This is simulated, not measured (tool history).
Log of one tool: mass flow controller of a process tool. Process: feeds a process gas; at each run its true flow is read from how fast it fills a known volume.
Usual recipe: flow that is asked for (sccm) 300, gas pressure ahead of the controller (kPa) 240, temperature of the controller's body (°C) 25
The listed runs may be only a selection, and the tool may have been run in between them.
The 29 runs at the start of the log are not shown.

run    hour  flow that is asked for (sccm)  gas pressure ahead of the controller (kPa)  temperature of the controller's body (°C)  true flow (%)
 30  5610.8                            389                                         188                                         26         100.41
 31  5728.4                            123                                         240                                         25         102.96
 32  5884.0                            123                                         240                                         25         103.30
 33  6006.7                            300                                         180                                         23         100.67
 34  6241.1                            300                                         168                                         25         100.55
 35  6413.7                            300                                         168                                         25         100.62
 36  6572.1                            400                                         240                                         23         101.17
 37  6711.3                            120                                         245                                         28         103.86
 38  6887.1                            208                                         231                                         28         101.71
 39  7049.5                            380                                         231                                         28         100.77
 40  7304.4                            380                                         231                                         28         100.92
 41  7486.0                            300                                         272                                         26         101.77
 42  7715.2                            563                                         199                                         31         100.68

Here are 5 independent what-if runs from the current tool condition. What would each one return?
  A  7964.1                            258                                         158                                         25              ?
  B  7964.1                            860                                         175                                         36              ?
  C  7964.1                            300                                         233                                         25              ?
  D  7964.1                            675                                         199                                         31              ?
  E  7964.1                            224                                         182                                         33              ?

run  true flow (%)
  A         101.36
  B         100.52
  C         101.78
  D         100.78
  E         101.32
Had the tool no hidden state, the same runs would have come out as:
run  true flow (%)
  A          97.36
  B          98.56
  C          98.19
  D          98.58
  E          96.88

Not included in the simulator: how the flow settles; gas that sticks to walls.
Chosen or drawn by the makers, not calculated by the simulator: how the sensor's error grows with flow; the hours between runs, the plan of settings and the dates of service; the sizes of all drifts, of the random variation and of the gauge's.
